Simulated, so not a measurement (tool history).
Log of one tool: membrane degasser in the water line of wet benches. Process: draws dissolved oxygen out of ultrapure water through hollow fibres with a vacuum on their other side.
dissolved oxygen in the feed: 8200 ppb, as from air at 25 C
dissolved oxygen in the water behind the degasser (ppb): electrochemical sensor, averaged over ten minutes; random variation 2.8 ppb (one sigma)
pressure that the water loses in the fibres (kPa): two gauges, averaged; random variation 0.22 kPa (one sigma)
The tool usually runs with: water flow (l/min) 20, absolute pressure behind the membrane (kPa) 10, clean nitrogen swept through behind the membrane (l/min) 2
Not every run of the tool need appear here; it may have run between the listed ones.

| run | day | water flow (l/min) | absolute pressure behind the membrane (kPa) | clean nitrogen swept through behind the membrane (l/min) | dissolved oxygen in the water behind the degasser (ppb) | pressure that the water loses in the fibres (kPa) |
|---|---|---|---|---|---|---|
| 1 | 0 | 20 | 10 | 2 | 292.7 | 54.87 |
| 2 | 3.733 | 20 | 15.4 | 2 | 409.6 | 54.9 |
| 3 | 7.183 | 20 | 15.4 | 2 | 403.8 | 55.35 |
| 4 | 9.629 | 22 | 15.4 | 2 | 442.4 | 60.33 |
|  | 10.133 | vacuum gauge calibrated |
| 5 | 12.25 | 20 | 10 | 2 | 284.2 | 55.12 |
| 6 | 15.167 | 20 | 10 | 2 | 285.6 | 55.22 |
| 7 | 17.096 | 20 | 10 | 2 | 286.5 | 55.42 |
| 8 | 20.008 | 20 | 18.2 | 2 | 462.9 | 55.43 |
| 9 | 24.142 | 20 | 13.3 | 5.02 | 232.3 | 55.22 |
| 10 | 26.408 | 14 | 23.3 | 1.89 | 415.3 | 38.97 |
| 11 | 29.033 | 14 | 23.3 | 1.89 | 425.3 | 38.47 |
| 12 | 31.462 | 14 | 23.3 | 1.89 | 419.5 | 38.91 |
| 13 | 34.996 | 15 | 7.3 | 2 | 166 | 41.58 |
| 14 | 38.492 | 31 | 10 | 2 | 457.3 | 86.25 |
| 15 | 40.354 | 31 | 10 | 2 | 461.6 | 85.79 |

Branching from run 15: 5 alternative next runs. What would each branch give?
| A | 43.2 | 20 | 10 | 0.82 | ? | ? |
| B | 43.2 | 31 | 21.7 | 1.85 | ? | ? |
| C | 43.2 | 12 | 20.4 | 1.46 | ? | ? |
| D | 43.2 | 16 | 10 | 4.86 | ? | ? |
| E | 43.2 | 30 | 9.3 | 3.09 | ? | ? |

| run | dissolved oxygen in the water behind the degasser (ppb) | pressure that the water loses in the fibres (kPa) |
|---|---|---|
| A | 473.2 | 55.67 |
| B | 861.9 | 85.5 |
| C | 390.8 | 33.32 |
| D | 156.6 | 44.25 |
| E | 357.4 | 83.2 |
With no hidden state in the tool, these same runs would have given:
| run | dissolved oxygen in the water behind the degasser (ppb) | pressure that the water loses in the fibres (kPa) |
|---|---|---|
| A | 454.8 | 54.24 |
| B | 837.8 | 83.29 |
| C | 375.8 | 32.47 |
| D | 144.1 | 43.11 |
| E | 335 | 81.06 |

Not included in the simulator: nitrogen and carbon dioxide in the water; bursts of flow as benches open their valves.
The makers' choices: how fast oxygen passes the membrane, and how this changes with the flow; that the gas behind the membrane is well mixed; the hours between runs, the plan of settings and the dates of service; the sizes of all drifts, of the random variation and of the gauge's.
